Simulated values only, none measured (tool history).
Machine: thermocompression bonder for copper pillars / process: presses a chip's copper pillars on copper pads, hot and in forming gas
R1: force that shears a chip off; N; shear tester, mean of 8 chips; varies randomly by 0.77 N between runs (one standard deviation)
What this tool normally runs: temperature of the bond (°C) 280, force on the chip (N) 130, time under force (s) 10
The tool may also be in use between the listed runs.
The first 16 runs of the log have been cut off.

{"run": 17, "hour": 186.7, "temperature of the bond (°C)": 280, "force on the chip (N)": 130, "time under force (s)": 5, "R1": 41.8}
{"run": 18, "hour": 201.4, "temperature of the bond (°C)": 280, "force on the chip (N)": 130, "time under force (s)": 10, "R1": 55.1}
{"run": 19, "hour": 215.7, "temperature of the bond (°C)": 280, "force on the chip (N)": 130, "time under force (s)": 10, "R1": 54.3}
{"run": 20, "hour": 226.0, "temperature of the bond (°C)": 280, "force on the chip (N)": 130, "time under force (s)": 10, "R1": 53.9}
{"run": 21, "hour": 234.1, "temperature of the bond (°C)": 298, "force on the chip (N)": 91, "time under force (s)": 10, "R1": 53.5}
{"hour": 236.2, "done": "force cell calibrated"}
{"run": 22, "hour": 242.2, "temperature of the bond (°C)": 306, "force on the chip (N)": 130, "time under force (s)": 24, "R1": 87.7}
{"run": 23, "hour": 253.2, "temperature of the bond (°C)": 290, "force on the chip (N)": 85, "time under force (s)": 29, "R1": 68.6}
{"hour": 254.7, "done": "forming gas filter changed"}
{"run": 24, "hour": 269.6, "temperature of the bond (°C)": 282, "force on the chip (N)": 130, "time under force (s)": 15, "R1": 69}
{"hour": 277.7, "done": "force cell calibrated, once more"}
{"run": 25, "hour": 281.4, "temperature of the bond (°C)": 283, "force on the chip (N)": 87, "time under force (s)": 21, "R1": 61}
{"run": 26, "hour": 297.3, "temperature of the bond (°C)": 286, "force on the chip (N)": 87, "time under force (s)": 13, "R1": 53.3}
{"run": 27, "hour": 311.4, "temperature of the bond (°C)": 284, "force on the chip (N)": 190, "time under force (s)": 20, "R1": 88.2}
{"run": 28, "hour": 323.4, "temperature of the bond (°C)": 280, "force on the chip (N)": 124, "time under force (s)": 10, "R1": 53.9}
{"run": 29, "hour": 334.5, "temperature of the bond (°C)": 280, "force on the chip (N)": 124, "time under force (s)": 10, "R1": 54.7}
{"run": 30, "hour": 347.8, "temperature of the bond (°C)": 294, "force on the chip (N)": 130, "time under force (s)": 20, "R1": 80.1}
{"run": 31, "hour": 355.9, "temperature of the bond (°C)": 294, "force on the chip (N)": 173, "time under force (s)": 5, "R1": 59.5}
{"run": 32, "hour": 371.2, "temperature of the bond (°C)": 294, "force on the chip (N)": 85, "time under force (s)": 8, "R1": 45.8}
{"run": 33, "hour": 378.9, "temperature of the bond (°C)": 265, "force on the chip (N)": 96, "time under force (s)": 26, "R1": 53.7}
{"run": 34, "hour": 391.4, "temperature of the bond (°C)": 265, "force on the chip (N)": 96, "time under force (s)": 16, "R1": 46}
{"run": 35, "hour": 403.6, "temperature of the bond (°C)": 265, "force on the chip (N)": 96, "time under force (s)": 16, "R1": 45.8}
{"run": 36, "hour": 412.8, "temperature of the bond (°C)": 258, "force on the chip (N)": 189, "time under force (s)": 15, "R1": 59.5}
{"run": 37, "hour": 426.4, "temperature of the bond (°C)": 270, "force on the chip (N)": 195, "time under force (s)": 10, "R1": 61.6}
{"run": 38, "hour": 441.6, "temperature of the bond (°C)": 299, "force on the chip (N)": 84, "time under force (s)": 15, "R1": 59.1}
{"run": 39, "hour": 455.5, "temperature of the bond (°C)": 275, "force on the chip (N)": 170, "time under force (s)": 7, "R1": 53.6}

Below are 5 alternative next runs, each starting from the tool's condition after run 39. Predict each:
{"run": "A", "hour": 469.9, "temperature of the bond (°C)": 275, "force on the chip (N)": 81, "time under force (s)": 7, "R1": "?"}
{"run": "B", "hour": 469.9, "temperature of the bond (°C)": 275, "force on the chip (N)": 141, "time under force (s)": 20, "R1": "?"}
{"run": "C", "hour": 469.9, "temperature of the bond (°C)": 253, "force on the chip (N)": 130, "time under force (s)": 10, "R1": "?"}
{"run": "D", "hour": 469.9, "temperature of the bond (°C)": 308, "force on the chip (N)": 130, "time under force (s)": 14, "R1": "?"}
{"run": "E", "hour": 469.9, "temperature of the bond (°C)": 306, "force on the chip (N)": 180, "time under force (s)": 7, "R1": "?"}

run=A R1=32
run=B R1=64.9
run=C R1=38
run=D R1=78.1
run=E R1=74.5
What these runs would have given with no unlogged condition in the tool:
run=A R1=35.9
run=B R1=72
run=C R1=42.5
run=D R1=85.8
run=E R1=81.9
